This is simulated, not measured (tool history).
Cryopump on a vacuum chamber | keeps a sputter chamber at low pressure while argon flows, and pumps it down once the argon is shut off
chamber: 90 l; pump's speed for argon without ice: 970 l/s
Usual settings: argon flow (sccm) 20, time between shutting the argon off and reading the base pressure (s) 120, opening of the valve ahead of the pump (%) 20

| run | day | argon flow (sccm) | time between shutting the argon off and reading the base pressure (s) | opening of the valve ahead of the pump (%) | pressure while argon flows (Pa) | pressure after the wait (uPa) |
|---|---|---|---|---|---|---|
| 1 | 0.000 | 20 | 120 | 20 | 0.1767 | 2.40 |
| 2 | 0.821 | 8 | 120 | 20 | 0.0706 | 2.42 |
| 3 | 1.329 | 8 | 37 | 20 | 0.0701 | 3.70 |
| 4 | 2.183 | 8 | 37 | 20 | 0.0708 | 3.72 |
| 5 | 2.879 | 20 | 38 | 20 | 0.1760 | 3.74 |
| 6 | 3.800 | 20 | 127 | 20 | 0.1769 | 2.46 |
| 7 | 4.679 | 20 | 127 | 50 | 0.0732 | 2.52 |
| 8 | 5.308 | 20 | 127 | 34 | 0.1051 | 2.47 |
| 9 | 5.862 | 20 | 127 | 34 | 0.1047 | 2.59 |
| 10 | 6.542 | 20 | 127 | 34 | 0.1051 | 2.54 |
| 11 | 7.192 | 20 | 127 | 34 | 0.1053 | 2.50 |
| 12 | 7.888 | 20 | 24 | 20 | 0.1773 | 4.91 |
| 13 | 8.708 | 32 | 24 | 20 | 0.2835 | 4.93 |
| 14 | 9.154 | 20 | 120 | 20 | 0.1781 | 2.66 |
| 15 | 10.054 | 20 | 120 | 20 | 0.1781 | 2.71 |
| 16 | 11.029 | 20 | 120 | 36 | 0.1009 | 2.74 |
| 17 | 11.425 | 20 | 120 | 52 | 0.0716 | 2.77 |
| 18 | 11.996 | 20 | 120 | 52 | 0.0720 | 2.69 |
| 19 | 12.721 | 20 | 120 | 52 | 0.0718 | 2.69 |
| 20 | 13.225 | 20 | 120 | 52 | 0.0712 | 2.74 |
| 21 | 14.071 | 34 | 207 | 22 | 0.2773 | 2.45 |
| 22 | 14.733 | 21 | 56 | 43 | 0.0902 | 3.35 |
|  | 14.933 | leaking fittings of the chamber tightened, without venting |
| 23 | 15.367 | 13 | 98 | 26 | 0.0906 | 1.05 |
| 24 | 15.958 | 18 | 40 | 20 | 0.1620 | 2.06 |
| 25 | 16.371 | 18 | 40 | 20 | 0.1613 | 2.08 |
|  | 16.988 | pump warmed up, emptied and cooled again |
| 26 | 17.492 | 36 | 40 | 27 | 0.2335 | 1.97 |
| 27 | 18.129 | 8 | 40 | 27 | 0.0522 | 2.08 |
| 28 | 18.750 | 8 | 208 | 27 | 0.0521 | 0.67 |
| 29 | 19.238 | 8 | 208 | 27 | 0.0526 | 0.70 |
| 30 | 19.879 | 26 | 86 | 20 | 0.2280 | 1.20 |
| 31 | 20.433 | 12 | 154 | 20 | 0.1062 | 0.81 |
| 32 | 21.196 | 25 | 154 | 25 | 0.1761 | 0.80 |
| 33 | 21.733 | 20 | 292 | 21 | 0.1682 | 0.68 |
| 34 | 22.596 | 9 | 123 | 27 | 0.0590 | 0.96 |

Forecast each of these 4 alternatives for the next run:
| A | 23.412 | 11 | 277 | 47 | ? | ? |
| B | 23.412 | 39 | 154 | 20 | ? | ? |
| C | 23.412 | 9 | 123 | 47 | ? | ? |
| D | 23.412 | 18 | 123 | 27 | ? | ? |

| run | pressure while argon flows (Pa) | pressure after the wait (uPa) |
|---|---|---|
| A | 0.0419 | 0.69 |
| B | 0.3417 | 0.87 |
| C | 0.0341 | 0.98 |
| D | 0.1185 | 0.98 |
Without the tool's hidden state the same runs would have given:
| run | pressure while argon flows (Pa) | pressure after the wait (uPa) |
|---|---|---|
| A | 0.0407 | 0.57 |
| B | 0.3376 | 0.75 |
| C | 0.0331 | 0.85 |
| D | 0.1166 | 0.86 |
